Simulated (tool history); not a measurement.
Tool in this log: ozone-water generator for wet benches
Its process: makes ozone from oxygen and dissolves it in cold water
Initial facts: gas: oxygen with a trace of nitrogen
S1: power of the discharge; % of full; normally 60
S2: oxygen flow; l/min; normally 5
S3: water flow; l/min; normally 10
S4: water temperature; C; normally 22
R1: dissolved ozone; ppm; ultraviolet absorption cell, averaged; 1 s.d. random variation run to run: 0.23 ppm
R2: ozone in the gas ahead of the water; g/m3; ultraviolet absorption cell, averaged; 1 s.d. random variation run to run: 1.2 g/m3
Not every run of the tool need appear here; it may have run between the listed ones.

run,hour,S1,S2,S3,S4,R1,R2
1,0,60,5,10,22,33.3,226.2
2,40.8,60,5,10,25,31.1,223
3,112.4,60,5,10,28,29.4,221.7
4,185.8,60,5,10,17,36.8,223.1
5,247.8,60,5,10,17,36.4,221.8
6,313,60,5,10,17,37,223.1
7,355.6,60,5,10,22,32.9,220.1
8,441.1,60,5,10,22,33.3,218.6
9,482.3,60,5,10,18,35.5,220.7
10,553.9,60,5,9,22,34.4,223.6
11,600.1,60,5,10,22,32.2,219.9
12,675.2,60,5,10,22,32.7,222.6
13,714.1,60,5,10,22,32.6,220.5
14,749.7,60,5,10,22,32.5,218.8
15,836.8,60,3.02,10,22,31.1,260
16,881.9,60,3.02,9,22,33.5,262
17,921.6,91,4.87,14,27,34.4,307.5
18,1004.7,91,4.87,14,27,34.6,305.4
19,1052.4,60,5,7,24,38.3,218.8
20,1113,60,5,7,24,37.6,218.9
21,1149.5,57,5,12,21,29.8,212.8
22,1192.7,57,5,10,24,31,211.2
23,1276.6,57,5,10,24,30.5,211.1
24,1344.9,91,8.71,10,23,43.5,252.8
25,1428.1,43,7.78,7,22,29.5,146
26,1478.4,60,5,10,19,35.5,218.4
27,1560.4,99,4.09,13,17,44.4,343.4
28,1611.6,99,4.09,13,17,44.6,343.6
29,1674.1,99,4.09,13,17,44.3,340.4
30,1742.2,64,4.06,9,14,42.4,246.4
31,1817.6,60,2.63,9,22,33.5,270.6
32,1878.9,41,2.83,9,22,25.5,196.2

Not shown here: 3 entries made in the log between runs. Locate each between two listed runs and compare the hidden state at the listed run before it with the hidden state at the listed run after it:
From run 9 to run 10: contactor cleaned (hour 494.2)
  yield of the discharge, % of new electrodes': 99 -> 98.9; contactor's efficiency, % of a clean one's: 93.2 -> 90.1
  difference, measured minus the result without the unlogged condition, R1: -1.4 -> -1.8 ppm; R2: -2 -> -2.2 g/m3
From run 16 to run 17: contactor cleaned, once more (hour 920)
  yield of the discharge, % of new electrodes': 98.5 -> 98.4; contactor's efficiency, % of a clean one's: 89.8 -> 99.2
  difference, measured minus the result without the unlogged condition, R1: -1.8 -> -0.9 ppm; R2: -3.5 -> -5.8 g/m3
From run 30 to run 31: water thermometer calibrated (hour 1781.2)
  yield of the discharge, % of new electrodes': 97.4 -> 97.3; contactor's efficiency, % of a clean one's: 98.4 -> 98.3; true water temperature over the reading, C: 0.31 -> -0.07
  difference, measured minus the result without the unlogged condition, R1: -1.6 -> -1 ppm; R2: -6.2 -> -6.6 g/m3
